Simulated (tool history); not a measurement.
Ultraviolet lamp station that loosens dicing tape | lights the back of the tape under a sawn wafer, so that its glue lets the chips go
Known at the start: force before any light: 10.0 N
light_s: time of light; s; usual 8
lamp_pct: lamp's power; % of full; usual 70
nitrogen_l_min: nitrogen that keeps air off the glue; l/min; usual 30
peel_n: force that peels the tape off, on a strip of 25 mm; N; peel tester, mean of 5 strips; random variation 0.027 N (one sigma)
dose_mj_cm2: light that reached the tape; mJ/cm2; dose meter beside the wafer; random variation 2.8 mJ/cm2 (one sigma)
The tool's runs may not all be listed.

run	hour	light_s	lamp_pct	nitrogen_l_min	peel_n	dose_mj_cm2
1	0	8	70	30	1.328	403
2	13.2	8	96	30	0.677	542
3	26	8	96	47	0.485	553
4	38.7	8	65	30	1.526	374
5	48.2	8	65	30	1.514	372
6	58.8	8	65	30	1.518	371
7	68.2	8	65	30	1.507	376
8	85.2	8	65	30	1.435	374
9	97.6	8	70	30	1.332	400
10	115.4	8	70	30	1.307	404
11	127.5	8	70	30	1.357	400
12	135.1	8	70	52	0.914	401
13	143	8	70	52	0.912	400
14	156.3	8	70	30	1.344	406
15	168.8	8	70	30	1.314	404
16	178.9	8	70	30	1.299	399
17	191.4	8	70	30	1.266	405
18	199	8	70	30	1.27	398
19	211.8	8	70	30	1.357	401
20	219.5	8	70	30	1.279	398
21	227.3	14	70	59	0.275	702
22	240.7	12	65	49	0.448	553
23	252.8	7	90	42	0.843	451
24	269.6	7	90	48	0.764	450
25	277.6	4	87	15	3.626	249
26	289.4	7	87	9	2.424	437
27	298.5	11	70	30	0.68	557
28	308.1	14	76	30	0.327	760
29	315.4	15	94	30	0.206	1015
30	324	15	94	30	0.213	1005
31	332.1	15	94	30	0.222	1006
32	339.5	11	81	46	0.348	638
33	354.6	11	81	46	0.365	639
34	371.2	7	65	27	1.998	324
# hour 379.3: window cleaned of glue's vapour
35	382.8	12	78	10	1.104	668
36	394.6	12	70	13	1.132	606
37	408.7	12	70	13	1.075	601
38	425.2	5	70	30	2.756	250
39	435.7	5	70	20	3.23	250

5 ways to go on from here, each from the tool as it stands after run 39. What would each give?
A	444.4	12	70	30	?	?
B	444.4	5	70	20	?	?
C	444.4	8	70	11	?	?
D	444.4	8	70	45	?	?
E	444.4	8	70	14	?	?

run	peel_n	dose_mj_cm2
A	0.535	602
B	3.306	250
C	2.424	402
D	0.981	398
E	2.16	403
Without the tool's hidden state the same runs would have given:
run	peel_n	dose_mj_cm2
A	0.533	603
B	3.301	250
C	2.42	403
D	0.979	398
E	2.156	404

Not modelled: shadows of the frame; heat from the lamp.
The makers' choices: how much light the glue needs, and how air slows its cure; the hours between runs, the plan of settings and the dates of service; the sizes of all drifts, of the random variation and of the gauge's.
